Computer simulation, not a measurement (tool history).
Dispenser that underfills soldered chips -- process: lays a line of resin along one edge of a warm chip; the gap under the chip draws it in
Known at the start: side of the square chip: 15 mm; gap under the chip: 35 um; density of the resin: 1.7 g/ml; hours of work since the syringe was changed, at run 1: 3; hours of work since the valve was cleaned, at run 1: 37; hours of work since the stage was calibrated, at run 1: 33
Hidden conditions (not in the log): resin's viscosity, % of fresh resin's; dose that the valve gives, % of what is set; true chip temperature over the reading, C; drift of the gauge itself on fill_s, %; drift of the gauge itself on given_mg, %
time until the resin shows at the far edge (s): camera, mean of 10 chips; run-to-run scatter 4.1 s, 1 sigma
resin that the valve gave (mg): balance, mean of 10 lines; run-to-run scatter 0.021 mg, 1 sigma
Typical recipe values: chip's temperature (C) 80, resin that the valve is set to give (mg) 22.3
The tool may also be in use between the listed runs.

run     day  chip's temperature (C)  resin that the valve is set to give (mg)  hours of work since the syringe was changed  hours of work since the valve was cleaned  hours of work since the stage was calibrated  time until the resin shows at the far edge (s)  resin that the valve gave (mg)
  1   0.000                      80                                      22.3                                            3                                         37                                            33                                           464.7                           22.03
      0.529  -- new syringe of resin
  2   0.529                      80                                      22.3                                            0                                         45                                            41                                           406.8                           21.99
  3   1.017                      80                                      22.3                                            7                                         52                                            48                                           571.3                           21.90
      1.317  -- new syringe of resin
  4   1.433                      80                                      22.3                                            2                                         58                                            54                                           442.7                           21.89
      1.679  -- dispensing valve cleaned and set on the balance
  5   1.804                      80                                      22.3                                            7                                          2                                            59                                           559.7                           22.28
      2.129  -- new syringe of resin
  6   2.288                      80                                      22.3                                            2                                          9                                            66                                           456.0                           22.20
  7   2.612                      80                                      22.3                                            7                                         13                                            70                                           575.7                           22.21
      2.871  -- new syringe of resin
  8   3.092                      80                                      22.3                                            3                                         20                                            77                                           479.3                           22.10
  9   3.458                      80                                      22.3                                            9                                         26                                            83                                           614.4                           22.12
      3.654  -- new syringe of resin
 10   4.000                      80                                      22.3                                            5                                         33                                            90                                           533.6                           22.08
 11   4.271                      80                                      22.3                                            9                                         37                                            94                                           630.5                           22.07
      4.400  -- new syringe of resin
 12   4.700                      80                                      22.3                                            4                                         43                                           100                                           509.6                           21.97
      5.150  -- new syringe of resin
 13   5.150                      66                                      22.3                                            0                                         50                                           107                                           833.3                           21.92
 14   5.400                      92                                      22.3                                            4                                         53                                           110                                           285.3                           21.93
 15   5.800                      84                                      22.3                                            9                                         59                                           116                                           533.5                           21.89
      5.904  -- new syringe of resin
      5.946  -- dispensing valve cleaned and set on the balance
 16   6.267                      84                                      22.3                                            5                                          5                                           122                                           430.5                           22.17
 17   6.617                      80                                      24.6                                           10                                         10                                           127                                           673.7                           24.43
      6.696  -- new syringe of resin
 18   6.917                      76                                      21.5                                            3                                         14                                           132                                           573.1                           21.34
      7.467  -- new syringe of resin
 19   7.471                      69                                      21.5                                            0                                         22                                           140                                           724.8                           21.24
 20   7.788                      80                                      25.0                                            5                                         27                                           144                                           523.4                           24.69
 21   8.088                      80                                      28.1                                            9                                         31                                           149                                           636.1                           27.72
      8.208  -- new syringe of resin
 22   8.504                      82                                      23.1                                            4                                         37                                           154                                           474.7                           22.76
      8.971  -- new syringe of resin
 23   8.988                      69                                      23.2                                            0                                         44                                           161                                           711.6                           22.75
 24   9.350                      69                                      23.2                                            6                                         49                                           167                                           913.2                           22.73
      9.725  -- new syringe of resin
 25   9.779                      65                                      19.3                                            1                                         55                                           173                                           913.3                           18.89
     10.196  -- dispensing valve cleaned and set on the balance
 26  10.283                      88                                      20.6                                            8                                          1                                           179                                           415.3                           20.58
     10.529  -- new syringe of resin
 27  10.625                      88                                      20.6                                            1                                          6                                           184                                           316.2                           20.53
 28  11.038                      84                                      22.7                                            7                                         12                                           190                                           489.5                           22.57
     11.300  -- new syringe of resin
 29  11.358                      92                                      25.2                                            1                                         17                                           195                                           251.8                           25.10
 30  11.725                      84                                      22.6                                            6                                         22                                           200                                           459.8                           22.47
     12.054  -- new syringe of resin
 31  12.088                      84                                      22.6                                            1                                         27                                           205                                           359.7                           22.41
 32  12.554                      73                                      28.4                                            7                                         34                                           212                                           817.0                           28.13
     12.808  -- new syringe of resin
 33  12.854                      73                                      28.4                                            1                                         38                                           216                                           601.1                           28.06
 34  13.212                      75                                      28.4                                            6                                         43                                           222                                           687.9                           27.98

Branching from run 34: 5 alternative next runs. What would each branch give?
     13.550  -- new syringe of resin
  A  13.550                      65                                      19.5                                            0                                         48                                           226                                               ?                               ?
     13.550  -- new syringe of resin
  B  13.550                      93                                      26.5                                            0                                         48                                           226                                               ?                               ?
     13.550  -- new syringe of resin
  C  13.550                      81                                      28.4                                            0                                         48                                           226                                               ?                               ?
     13.550  -- new syringe of resin
  D  13.550                      92                                      22.3                                            0                                         48                                           226                                               ?                               ?
     13.550  -- new syringe of resin
  E  13.550                      66                                      19.5                                            0                                         48                                           226                                               ?                               ?

run  time until the resin shows at the far edge (s)  resin that the valve gave (mg)
  A                                           904.5                           19.20
  B                                           226.8                           26.11
  C                                           397.4                           27.97
  D                                           241.6                           21.92
  E                                           838.4                           19.18
Stripped of hidden state, with their random variation kept, the same runs would have yielded:
run  time until the resin shows at the far edge (s)  resin that the valve gave (mg)
  A                                           874.7                           19.51
  B                                           221.0                           26.53
  C                                           386.5                           28.42
  D                                           235.1                           22.28
  E                                           810.9                           19.49
